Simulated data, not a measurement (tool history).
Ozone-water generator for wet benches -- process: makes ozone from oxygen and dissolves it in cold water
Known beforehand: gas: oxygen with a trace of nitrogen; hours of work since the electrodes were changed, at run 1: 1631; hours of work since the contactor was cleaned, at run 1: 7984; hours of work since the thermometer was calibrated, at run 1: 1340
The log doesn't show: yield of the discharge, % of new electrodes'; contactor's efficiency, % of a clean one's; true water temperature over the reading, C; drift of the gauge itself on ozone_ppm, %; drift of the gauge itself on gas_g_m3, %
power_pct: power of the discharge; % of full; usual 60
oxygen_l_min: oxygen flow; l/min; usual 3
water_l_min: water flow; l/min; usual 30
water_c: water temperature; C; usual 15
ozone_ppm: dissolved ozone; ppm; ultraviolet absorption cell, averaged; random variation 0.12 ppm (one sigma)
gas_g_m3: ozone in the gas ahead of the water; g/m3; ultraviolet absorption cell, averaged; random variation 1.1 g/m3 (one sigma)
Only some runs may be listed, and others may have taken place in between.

run	hour	power_pct	oxygen_l_min	water_l_min	water_c	hours of work since the electrodes were changed	hours of work since the contactor was cleaned	hours of work since the thermometer was calibrated	ozone_ppm	gas_g_m3
1	0	60	3	30	15	1631	7984	1340	10.5	186.1
2	23.7	60	1.62	30	15	1650	8003	1359	8.9	265.8
3	51.3	60	1.62	30	15	1672	8024	1381	8.9	269.9
4	81	60	1.62	30	15	1695	8048	1404	8.9	267.7
5	130.9	60	1.62	30	15	1735	8088	1444	9	270
6	173.3	60	1.62	30	15	1768	8121	1478	8.7	267.5
7	211	60	3	41	15	1798	8151	1507	7.6	185.2
8	250.9	60	3	41	15	1830	8183	1539	7.7	187.8
9	301.3	60	3	41	11	1870	8223	1579	7.7	185.8
10	336	60	3	30	23	1898	8251	1607	9.8	188.3
# hour 352.5: contactor cleaned
11	378.5	60	3	30	23	1928	21	1637	9.2	187.5
12	414.4	60	3	30	15	1957	49	1666	9.7	187.6
# hour 443.7: contactor cleaned, once more
13	458.7	60	3.18	30	15	1989	12	1698	11.1	181.4
14	509.5	60	3.18	30	15	2029	52	1738	11.2	181.2
15	550.8	60	3	21	15	2062	85	1771	14.9	186.3
16	582.2	60	3	21	15	2087	110	1796	14.9	186.5
17	622	60	3	21	15	2119	142	1828	15.3	184.9
18	666.3	88	3.61	31	19	2154	177	1863	13.6	213.2
19	698.2	88	3.61	31	19	2179	202	1888	13.4	209.1
20	742.4	88	1.53	38	19	2214	237	1924	9	346.4
21	763.2	50	4.55	44	15	2231	254	1940	7.3	131.6
22	809.8	60	3	30	11	2268	291	1977	11.2	185
23	848.4	60	5.29	19	15	2299	322	2008	16.5	133.4
24	873.9	60	5.29	19	15	2319	342	2028	16.7	133.8
25	911.1	76	2	30	15	2349	372	2058	11.3	270.2
26	934.5	76	2	22	7	2367	390	2076	15.9	270.6
27	970	81	2	22	12	2395	418	2104	16.3	281.4
28	994.4	81	2	22	12	2415	438	2124	16.3	281.6
29	1021.7	81	2	22	12	2436	459	2146	16.3	281.2
30	1070.5	60	2.28	30	15	2475	498	2184	10.3	218.5
31	1112.7	60	2.28	30	15	2509	532	2218	10.2	214.6
32	1155.6	76	4.8	31	9	2543	566	2252	13.6	164.9

4 options for the next run, each taken on its own from the tool as it stands now. Forecast them:
A	1201	55	4.8	39	9	2579	602	2288	?	?
B	1201	87	3	30	15	2579	602	2288	?	?
C	1201	76	3.54	45	9	2579	602	2288	?	?
D	1201	60	3	19	15	2579	602	2288	?	?

run	ozone_ppm	gas_g_m3
A	9.3	134.8
B	13.6	232.2
C	9.2	195.2
D	16.2	183.2
Had the tool no hidden state, the same runs would have come out as:
run	ozone_ppm	gas_g_m3
A	9.8	139.4
B	14.3	242.8
C	9.7	203.4
D	17	189.8
